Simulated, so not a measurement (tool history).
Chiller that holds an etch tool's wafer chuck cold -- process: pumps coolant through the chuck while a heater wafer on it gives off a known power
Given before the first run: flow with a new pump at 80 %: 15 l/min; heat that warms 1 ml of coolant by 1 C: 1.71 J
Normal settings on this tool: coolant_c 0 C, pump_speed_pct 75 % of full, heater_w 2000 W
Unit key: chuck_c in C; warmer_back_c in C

| run | hour | coolant_c | pump_speed_pct | heater_w | chuck_c | warmer_back_c |
|---|---|---|---|---|---|---|
| 1 | 0 | 0 | 75 | 2000 | 25.1 | 5 |
| 2 | 79 | 0 | 75 | 2000 | 25.1 | 4.99 |
| 3 | 180.7 | 0 | 75 | 2000 | 25.2 | 5.04 |
| 4 | 276.4 | 0 | 75 | 2000 | 25 | 4.94 |
| 5 | 381 | 0 | 75 | 2000 | 25.1 | 4.92 |
| 6 | 432.6 | 0 | 75 | 1567 | 19.7 | 3.88 |
| 7 | 538.6 | -3 | 84 | 1376 | 13.1 | 3.03 |
| 8 | 610.6 | 0 | 85 | 1254 | 14.6 | 2.57 |
| 9 | 671.2 | 10 | 69 | 1090 | 24.2 | 2.89 |
| 10 | 720.5 | 9 | 90 | 1638 | 27.6 | 3.14 |
| 11 | 771.4 | 9 | 90 | 1638 | 27.4 | 3.2 |

3 ways to go on from here, each from the tool as it stands after run 11. What would each give?
| A | 836.2 | 1 | 86 | 2609 | ? | ? |
| B | 836.2 | -1 | 83 | 1638 | ? | ? |
| C | 836.2 | 0 | 75 | 2309 | ? | ? |

| run | chuck_c | warmer_back_c |
|---|---|---|
| A | 31.2 | 5.43 |
| B | 18.1 | 3.43 |
| C | 29 | 5.65 |
Without the tool's unlogged condition, the same runs would have read:
| run | chuck_c | warmer_back_c |
|---|---|---|
| A | 31.1 | 5.62 |
| B | 18.1 | 3.61 |
| C | 29 | 5.83 |
